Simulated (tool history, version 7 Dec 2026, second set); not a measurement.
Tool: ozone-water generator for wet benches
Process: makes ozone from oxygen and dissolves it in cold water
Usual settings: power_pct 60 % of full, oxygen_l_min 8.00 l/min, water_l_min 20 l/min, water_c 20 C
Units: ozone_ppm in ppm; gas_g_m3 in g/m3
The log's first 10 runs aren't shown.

| run | hour | power_pct | oxygen_l_min | water_l_min | water_c | ozone_ppm | gas_g_m3 |
|---|---|---|---|---|---|---|---|
| 11 | 379.4 | 60 | 6.59 | 20 | 20 | 15.0 | 178.5 |
| 12 | 421.3 | 60 | 6.59 | 20 | 20 | 14.9 | 178.5 |
| 13 | 466.3 | 60 | 5.77 | 20 | 20 | 15.3 | 195.2 |
|  | 472.6 | contactor cleaned |
| 14 | 508.3 | 60 | 8.00 | 20 | 20 | 13.8 | 156.2 |
| 15 | 538.2 | 60 | 8.00 | 20 | 20 | 13.9 | 155.4 |
| 16 | 577.0 | 60 | 8.00 | 20 | 20 | 13.8 | 154.8 |
| 17 | 607.7 | 60 | 8.00 | 20 | 20 | 13.7 | 155.1 |
|  | 636.3 | contactor cleaned, once more |
| 18 | 656.1 | 60 | 8.00 | 20 | 20 | 15.5 | 154.1 |
| 19 | 707.1 | 60 | 11.71 | 20 | 16 | 14.7 | 117.5 |
| 20 | 757.9 | 60 | 4.02 | 29 | 18 | 12.4 | 245.3 |
| 21 | 779.8 | 60 | 11.76 | 19 | 20 | 13.8 | 117.3 |
| 22 | 804.7 | 44 | 8.00 | 32 | 20 | 8.2 | 121.0 |
| 23 | 832.2 | 44 | 8.00 | 32 | 20 | 8.3 | 121.7 |
| 24 | 883.2 | 44 | 8.00 | 32 | 20 | 8.3 | 121.8 |
| 25 | 904.6 | 45 | 8.20 | 20 | 14 | 13.4 | 120.7 |
| 26 | 946.8 | 82 | 4.35 | 20 | 14 | 23.1 | 294.4 |
| 27 | 994.6 | 82 | 4.35 | 20 | 14 | 23.3 | 298.0 |
| 28 | 1025.5 | 60 | 7.47 | 23 | 13 | 15.5 | 160.7 |
| 29 | 1056.0 | 60 | 7.47 | 23 | 13 | 15.3 | 158.5 |
| 30 | 1106.8 | 60 | 7.47 | 23 | 13 | 15.2 | 161.1 |
| 31 | 1158.1 | 83 | 7.47 | 23 | 13 | 19.7 | 206.5 |
| 32 | 1182.1 | 60 | 8.00 | 18 | 13 | 18.1 | 151.9 |
| 33 | 1218.6 | 60 | 8.00 | 18 | 13 | 18.4 | 153.3 |

Forecast each of these 4 alternatives for the next run:
| A | 1245.7 | 86 | 4.52 | 18 | 23 | ? | ? |
| B | 1245.7 | 60 | 8.00 | 20 | 23 | ? | ? |
| C | 1245.7 | 43 | 8.00 | 20 | 23 | ? | ? |
| D | 1245.7 | 47 | 8.00 | 14 | 20 | ? | ? |

| run | ozone_ppm | gas_g_m3 |
|---|---|---|
| A | 22.9 | 295.2 |
| B | 14.4 | 152.7 |
| C | 10.9 | 118.2 |
| D | 15.8 | 126.7 |
Without the tool's hidden state the same runs would have given:
| run | ozone_ppm | gas_g_m3 |
|---|---|---|
| A | 25.2 | 318.4 |
| B | 15.5 | 161.6 |
| C | 11.6 | 123.1 |
| D | 16.8 | 132.5 |
